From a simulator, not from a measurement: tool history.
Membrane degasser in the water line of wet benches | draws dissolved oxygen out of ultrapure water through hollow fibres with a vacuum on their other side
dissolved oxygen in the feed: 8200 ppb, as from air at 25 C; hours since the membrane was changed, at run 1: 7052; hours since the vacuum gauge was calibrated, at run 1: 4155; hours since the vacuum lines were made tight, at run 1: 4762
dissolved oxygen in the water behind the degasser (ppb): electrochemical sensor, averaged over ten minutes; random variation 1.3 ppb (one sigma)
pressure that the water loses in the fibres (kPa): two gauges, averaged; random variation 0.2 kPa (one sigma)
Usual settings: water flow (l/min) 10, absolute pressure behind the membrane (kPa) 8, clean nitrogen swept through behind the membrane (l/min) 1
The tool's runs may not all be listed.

| run | day | water flow (l/min) | absolute pressure behind the membrane (kPa) | clean nitrogen swept through behind the membrane (l/min) | hours since the membrane was changed | hours since the vacuum gauge was calibrated | hours since the vacuum lines were made tight | dissolved oxygen in the water behind the degasser (ppb) | pressure that the water loses in the fibres (kPa) |
|---|---|---|---|---|---|---|---|---|---|
| 1 | 0 | 10 | 8 | 1 | 7052 | 4155 | 4762 | 139.9 | 45.84 |
|  | 2.758 | seals of the vacuum lines changed |
| 2 | 8.217 | 7 | 8 | 1 | 7247 | 4351 | 131 | 90.4 | 32.32 |
| 3 | 15.358 | 7 | 8 | 1 | 7419 | 4522 | 302 | 89.2 | 31.99 |
| 4 | 26.762 | 10 | 8 | 1 | 7692 | 4796 | 576 | 141 | 46.04 |
| 5 | 32.158 | 10 | 8 | 1 | 7822 | 4925 | 706 | 144.3 | 46.06 |
| 6 | 40.458 | 10 | 8 | 1 | 8021 | 5124 | 905 | 146.1 | 46.49 |
| 7 | 48 | 10 | 8 | 1 | 8202 | 5306 | 1086 | 141 | 46.24 |
| 8 | 59.171 | 10 | 17.78 | 1 | 8470 | 5574 | 1354 | 368.1 | 46.6 |
| 9 | 67.662 | 10 | 17.78 | 1 | 8674 | 5777 | 1558 | 367.5 | 46.95 |
| 10 | 74.867 | 10 | 17.78 | 1 | 8847 | 5950 | 1731 | 363.5 | 47 |
|  | 75.533 | vacuum gauge calibrated |
| 11 | 86.362 | 10 | 17.78 | 1 | 9122 | 260 | 2006 | 372.3 | 47.42 |
| 12 | 98.525 | 10 | 17.78 | 1 | 9414 | 552 | 2298 | 375.9 | 47.3 |
| 13 | 108.271 | 10 | 8 | 1 | 9648 | 786 | 2532 | 156.9 | 47.43 |
| 14 | 120.825 | 10 | 8 | 0.99 | 9949 | 1087 | 2833 | 158.8 | 47.25 |
| 15 | 129.579 | 10 | 8 | 1 | 10159 | 1297 | 3043 | 157.6 | 47.27 |
| 16 | 136.8 | 10 | 8 | 1 | 10333 | 1470 | 3217 | 160.6 | 48.12 |
|  | 138.746 | vacuum gauge calibrated, once more |
| 17 | 142.267 | 12 | 17.63 | 2.53 | 10463 | 85 | 3347 | 212.5 | 57.14 |
| 18 | 154.896 | 8 | 7.36 | 1.16 | 10767 | 388 | 3650 | 77.1 | 38.49 |
| 19 | 161.279 | 10 | 14.23 | 1 | 10920 | 541 | 3804 | 279 | 48.15 |
| 20 | 167.621 | 10 | 14.23 | 1 | 11072 | 693 | 3956 | 279.1 | 47.97 |
| 21 | 174.671 | 6 | 5.92 | 2.11 | 11241 | 862 | 4125 | 21.6 | 28.77 |
| 22 | 182.575 | 6 | 5.92 | 2.11 | 11431 | 1052 | 4315 | 21.8 | 29.14 |
| 23 | 194.554 | 13 | 12.8 | 2.22 | 11718 | 1339 | 4602 | 213.4 | 63.37 |
|  | 204.092 | seals of the vacuum lines changed |
| 24 | 205.608 | 10 | 5.7 | 0.97 | 11982 | 1603 | 36 | 88 | 48.56 |
| 25 | 211.033 | 7 | 5.7 | 0.44 | 12112 | 1733 | 167 | 102 | 34.34 |
| 26 | 218.9 | 7 | 5.7 | 0.44 | 12301 | 1922 | 355 | 101.8 | 33.82 |
|  | 222.35 | membrane cartridge changed |
| 27 | 224.496 | 7 | 5.7 | 0.44 | 52 | 2052 | 486 | 100.1 | 29.53 |
| 28 | 236.571 | 12 | 14.16 | 0.59 | 341 | 2342 | 775 | 508.7 | 50.97 |
| 29 | 242.067 | 10 | 5.05 | 1.53 | 473 | 2474 | 907 | 44 | 42.75 |
| 30 | 251.654 | 13 | 10.41 | 1 | 703 | 2704 | 1137 | 256.2 | 55.61 |
| 31 | 262.267 | 10 | 15.05 | 1 | 958 | 2958 | 1392 | 292.3 | 42.73 |

Forecast each of these 3 alternatives for the next run:
| A | 269.675 | 10 | 6.77 | 0.44 | 1136 | 3136 | 1570 | ? | ? |
| B | 269.675 | 10 | 8 | 2.06 | 1136 | 3136 | 1570 | ? | ? |
| C | 269.675 | 11 | 7.26 | 1.09 | 1136 | 3136 | 1570 | ? | ? |

| run | dissolved oxygen in the water behind the degasser (ppb) | pressure that the water loses in the fibres (kPa) |
|---|---|---|
| A | 200.7 | 42.84 |
| B | 71.8 | 43.05 |
| C | 123.5 | 47.2 |
Without the tool's hidden state the same runs would have given:
| run | dissolved oxygen in the water behind the degasser (ppb) | pressure that the water loses in the fibres (kPa) |
|---|---|---|
| A | 184.9 | 42.32 |
| B | 67 | 42.53 |
| C | 114.5 | 46.62 |
